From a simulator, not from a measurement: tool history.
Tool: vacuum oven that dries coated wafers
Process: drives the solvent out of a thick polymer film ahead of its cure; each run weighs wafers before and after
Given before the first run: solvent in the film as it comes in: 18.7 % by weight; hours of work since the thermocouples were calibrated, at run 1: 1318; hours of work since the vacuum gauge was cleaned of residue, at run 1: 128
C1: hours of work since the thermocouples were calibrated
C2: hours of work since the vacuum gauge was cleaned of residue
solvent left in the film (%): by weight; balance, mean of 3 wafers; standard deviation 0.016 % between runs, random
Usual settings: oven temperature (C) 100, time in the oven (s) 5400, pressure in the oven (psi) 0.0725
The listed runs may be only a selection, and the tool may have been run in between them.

{"run": 1, "hour": 0.0, "oven temperature (C)": 100, "time in the oven (s)": 5400, "pressure in the oven (psi)": 0.0725, "C1": 1318, "C2": 128, "solvent left in the film (%)": 1.05}
{"run": 2, "hour": 12.3, "oven temperature (C)": 100, "time in the oven (s)": 5400, "pressure in the oven (psi)": 0.0725, "C1": 1323, "C2": 133, "solvent left in the film (%)": 1.04}
{"run": 3, "hour": 21.9, "oven temperature (C)": 100, "time in the oven (s)": 5400, "pressure in the oven (psi)": 0.0725, "C1": 1327, "C2": 137, "solvent left in the film (%)": 1.05}
{"run": 4, "hour": 28.3, "oven temperature (C)": 100, "time in the oven (s)": 3060, "pressure in the oven (psi)": 0.0725, "C1": 1330, "C2": 140, "solvent left in the film (%)": 2.94}
{"run": 5, "hour": 36.4, "oven temperature (C)": 100, "time in the oven (s)": 2760, "pressure in the oven (psi)": 0.0725, "C1": 1334, "C2": 144, "solvent left in the film (%)": 3.4}
{"run": 6, "hour": 43.8, "oven temperature (C)": 100, "time in the oven (s)": 5400, "pressure in the oven (psi)": 0.0725, "C1": 1337, "C2": 147, "solvent left in the film (%)": 1.01}
{"run": 7, "hour": 53.6, "oven temperature (C)": 100, "time in the oven (s)": 5400, "pressure in the oven (psi)": 0.0725, "C1": 1341, "C2": 151, "solvent left in the film (%)": 1.07}
{"run": 8, "hour": 65.1, "oven temperature (C)": 100, "time in the oven (s)": 5400, "pressure in the oven (psi)": 0.0725, "C1": 1346, "C2": 156, "solvent left in the film (%)": 1.04}
{"run": 9, "hour": 74.1, "oven temperature (C)": 100, "time in the oven (s)": 5760, "pressure in the oven (psi)": 0.0725, "C1": 1350, "C2": 160, "solvent left in the film (%)": 0.92}
{"run": 10, "hour": 81.5, "oven temperature (C)": 100, "time in the oven (s)": 5400, "pressure in the oven (psi)": 0.0725, "C1": 1353, "C2": 163, "solvent left in the film (%)": 1.07}
{"run": 11, "hour": 86.6, "oven temperature (C)": 100, "time in the oven (s)": 5400, "pressure in the oven (psi)": 0.0725, "C1": 1355, "C2": 165, "solvent left in the film (%)": 1.01}
{"run": 12, "hour": 94.6, "oven temperature (C)": 100, "time in the oven (s)": 5400, "pressure in the oven (psi)": 0.0725, "C1": 1359, "C2": 169, "solvent left in the film (%)": 1.04}
{"run": 13, "hour": 106.4, "oven temperature (C)": 100, "time in the oven (s)": 5400, "pressure in the oven (psi)": 0.0725, "C1": 1364, "C2": 174, "solvent left in the film (%)": 1.04}
{"run": 14, "hour": 117.6, "oven temperature (C)": 100, "time in the oven (s)": 5400, "pressure in the oven (psi)": 0.0725, "C1": 1369, "C2": 179, "solvent left in the film (%)": 1.04}
{"run": 15, "hour": 124.2, "oven temperature (C)": 100, "time in the oven (s)": 5400, "pressure in the oven (psi)": 0.0725, "C1": 1372, "C2": 182, "solvent left in the film (%)": 1.04}
{"run": 16, "hour": 130.3, "oven temperature (C)": 103, "time in the oven (s)": 5400, "pressure in the oven (psi)": 0.0725, "C1": 1374, "C2": 184, "solvent left in the film (%)": 0.76}
{"run": 17, "hour": 138.2, "oven temperature (C)": 103, "time in the oven (s)": 3060, "pressure in the oven (psi)": 0.0725, "C1": 1378, "C2": 188, "solvent left in the film (%)": 2.29}
{"run": 18, "hour": 144.0, "oven temperature (C)": 100, "time in the oven (s)": 5400, "pressure in the oven (psi)": 0.0725, "C1": 1380, "C2": 190, "solvent left in the film (%)": 1.05}
{"run": 19, "hour": 154.3, "oven temperature (C)": 100, "time in the oven (s)": 3480, "pressure in the oven (psi)": 0.0725, "C1": 1385, "C2": 195, "solvent left in the film (%)": 2.4}
{"run": 20, "hour": 164.8, "oven temperature (C)": 100, "time in the oven (s)": 3480, "pressure in the oven (psi)": 0.0725, "C1": 1389, "C2": 199, "solvent left in the film (%)": 2.38}
{"run": 21, "hour": 172.3, "oven temperature (C)": 100, "time in the oven (s)": 3480, "pressure in the oven (psi)": 0.0725, "C1": 1392, "C2": 202, "solvent left in the film (%)": 2.41}
{"run": 22, "hour": 180.5, "oven temperature (C)": 100, "time in the oven (s)": 7620, "pressure in the oven (psi)": 0.122, "C1": 1396, "C2": 206, "solvent left in the film (%)": 0.84}
{"run": 23, "hour": 187.9, "oven temperature (C)": 100, "time in the oven (s)": 7620, "pressure in the oven (psi)": 0.122, "C1": 1399, "C2": 209, "solvent left in the film (%)": 0.82}
{"run": 24, "hour": 193.1, "oven temperature (C)": 100, "time in the oven (s)": 5400, "pressure in the oven (psi)": 0.2081, "C1": 1401, "C2": 211, "solvent left in the film (%)": 1.72}
{"run": 25, "hour": 199.4, "oven temperature (C)": 93, "time in the oven (s)": 5880, "pressure in the oven (psi)": 0.037, "C1": 1404, "C2": 214, "solvent left in the film (%)": 1.65}
{"run": 26, "hour": 206.1, "oven temperature (C)": 100, "time in the oven (s)": 8280, "pressure in the oven (psi)": 0.0804, "C1": 1407, "C2": 217, "solvent left in the film (%)": 0.54}
{"run": 27, "hour": 216.6, "oven temperature (C)": 113, "time in the oven (s)": 3960, "pressure in the oven (psi)": 0.2882, "C1": 1412, "C2": 222, "solvent left in the film (%)": 1.17}
{"run": 28, "hour": 224.0, "oven temperature (C)": 92, "time in the oven (s)": 4200, "pressure in the oven (psi)": 0.2682, "C1": 1415, "C2": 225, "solvent left in the film (%)": 4.58}
{"run": 29, "hour": 229.7, "oven temperature (C)": 97, "time in the oven (s)": 2880, "pressure in the oven (psi)": 0.0725, "C1": 1417, "C2": 227, "solvent left in the film (%)": 4}
{"run": 30, "hour": 236.6, "oven temperature (C)": 103, "time in the oven (s)": 5400, "pressure in the oven (psi)": 0.269, "C1": 1420, "C2": 230, "solvent left in the film (%)": 1.67}
{"run": 31, "hour": 242.3, "oven temperature (C)": 103, "time in the oven (s)": 2940, "pressure in the oven (psi)": 0.269, "C1": 1423, "C2": 233, "solvent left in the film (%)": 3.22}
{"run": 32, "hour": 247.5, "oven temperature (C)": 100, "time in the oven (s)": 6780, "pressure in the oven (psi)": 0.2149, "C1": 1425, "C2": 235, "solvent left in the film (%)": 1.41}
{"run": 33, "hour": 257.7, "oven temperature (C)": 93, "time in the oven (s)": 5400, "pressure in the oven (psi)": 0.0725, "C1": 1429, "C2": 239, "solvent left in the film (%)": 2.17}
{"run": 34, "hour": 266.1, "oven temperature (C)": 95, "time in the oven (s)": 9060, "pressure in the oven (psi)": 0.0435, "C1": 1433, "C2": 243, "solvent left in the film (%)": 0.54}
{"run": 35, "hour": 272.5, "oven temperature (C)": 100, "time in the oven (s)": 3780, "pressure in the oven (psi)": 0.0725, "C1": 1436, "C2": 246, "solvent left in the film (%)": 2.06}
{"run": 36, "hour": 281.8, "oven temperature (C)": 100, "time in the oven (s)": 3780, "pressure in the oven (psi)": 0.0725, "C1": 1440, "C2": 250, "solvent left in the film (%)": 2.06}
{"run": 37, "hour": 291.0, "oven temperature (C)": 100, "time in the oven (s)": 4320, "pressure in the oven (psi)": 0.2415, "C1": 1444, "C2": 254, "solvent left in the film (%)": 2.41}
{"run": 38, "hour": 302.1, "oven temperature (C)": 87, "time in the oven (s)": 5400, "pressure in the oven (psi)": 0.0725, "C1": 1449, "C2": 258, "solvent left in the film (%)": 3.55}
{"run": 39, "hour": 314.4, "oven temperature (C)": 86, "time in the oven (s)": 4800, "pressure in the oven (psi)": 0.0725, "C1": 1454, "C2": 264, "solvent left in the film (%)": 4.45}

Each row is a separate what-if for the run after 39, all from the same tool condition, not one after another. Results?
{"run": "A", "hour": 319.6, "oven temperature (C)": 90, "time in the oven (s)": 4800, "pressure in the oven (psi)": 0.0725, "C1": 1456, "C2": 266, "solvent left in the film (%)": "?"}
{"run": "B", "hour": 319.6, "oven temperature (C)": 100, "time in the oven (s)": 3780, "pressure in the oven (psi)": 0.2017, "C1": 1456, "C2": 266, "solvent left in the film (%)": "?"}
{"run": "C", "hour": 319.6, "oven temperature (C)": 95, "time in the oven (s)": 9480, "pressure in the oven (psi)": 0.0838, "C1": 1456, "C2": 266, "solvent left in the film (%)": "?"}

run=A solvent_left_in_the_film_(%)=3.35
run=B solvent_left_in_the_film_(%)=2.68
run=C solvent_left_in_the_film_(%)=0.75
Without the tool's hidden state the same runs would have given:
run=A solvent_left_in_the_film_(%)=3.35
run=B solvent_left_in_the_film_(%)=2.68
run=C solvent_left_in_the_film_(%)=0.76

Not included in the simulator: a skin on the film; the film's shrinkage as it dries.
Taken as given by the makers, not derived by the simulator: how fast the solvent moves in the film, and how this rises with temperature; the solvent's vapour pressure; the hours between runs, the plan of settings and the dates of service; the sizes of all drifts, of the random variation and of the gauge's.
